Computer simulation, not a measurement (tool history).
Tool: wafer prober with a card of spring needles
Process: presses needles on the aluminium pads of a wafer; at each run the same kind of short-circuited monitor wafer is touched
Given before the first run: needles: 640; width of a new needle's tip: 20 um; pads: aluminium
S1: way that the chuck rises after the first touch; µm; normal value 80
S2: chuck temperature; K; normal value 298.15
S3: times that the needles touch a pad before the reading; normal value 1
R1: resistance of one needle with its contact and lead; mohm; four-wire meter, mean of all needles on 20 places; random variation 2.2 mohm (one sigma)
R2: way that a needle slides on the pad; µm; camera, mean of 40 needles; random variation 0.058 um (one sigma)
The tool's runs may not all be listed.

run,hour,S1,S2,S3,R1,R2
1,0.0,80,298.15,1,294,14.04
# hour 7.5: tips cleaned on abrasive film
# hour 19.8: tips cleaned on abrasive film
2,27.3,80,298.15,1,295,13.92
# hour 29.8: tips cleaned on abrasive film
# hour 39.8: tips cleaned on abrasive film
# hour 49.8: tips cleaned on abrasive film
3,50.5,80,298.15,1,263,13.82
# hour 60.5: tips cleaned on abrasive film
# hour 70.4: tips cleaned on abrasive film
# hour 82.9: tips cleaned on abrasive film
# hour 85.6: height of the first contact set anew
# hour 95.6: tips cleaned on abrasive film
4,102.8,80,298.15,1,300,14.24
# hour 107.8: tips cleaned on abrasive film
# hour 120.1: tips cleaned on abrasive film
# hour 130.1: tips cleaned on abrasive film
# hour 142.3: tips cleaned on abrasive film
# hour 152.7: tips cleaned on abrasive film
5,152.7,80,336.15,1,263,14.19
# hour 165.1: tips cleaned on abrasive film
# hour 177.5: tips cleaned on abrasive film
# hour 189.6: tips cleaned on abrasive film
6,190.5,80,298.15,1,264,14.13

The next listed run, before its measurement:
# hour 200.4: tips cleaned on abrasive film
# hour 212.9: tips cleaned on abrasive film
# hour 225.3: tips cleaned on abrasive film
# hour 235.3: tips cleaned on abrasive film
7,238.0,80,298.15,1,?,?

R1: 286 mohm
R2: 13.99 µm
Had the tool carried no hidden state, the very same run would have given R1 245 mohm, R2 14.24 µm.
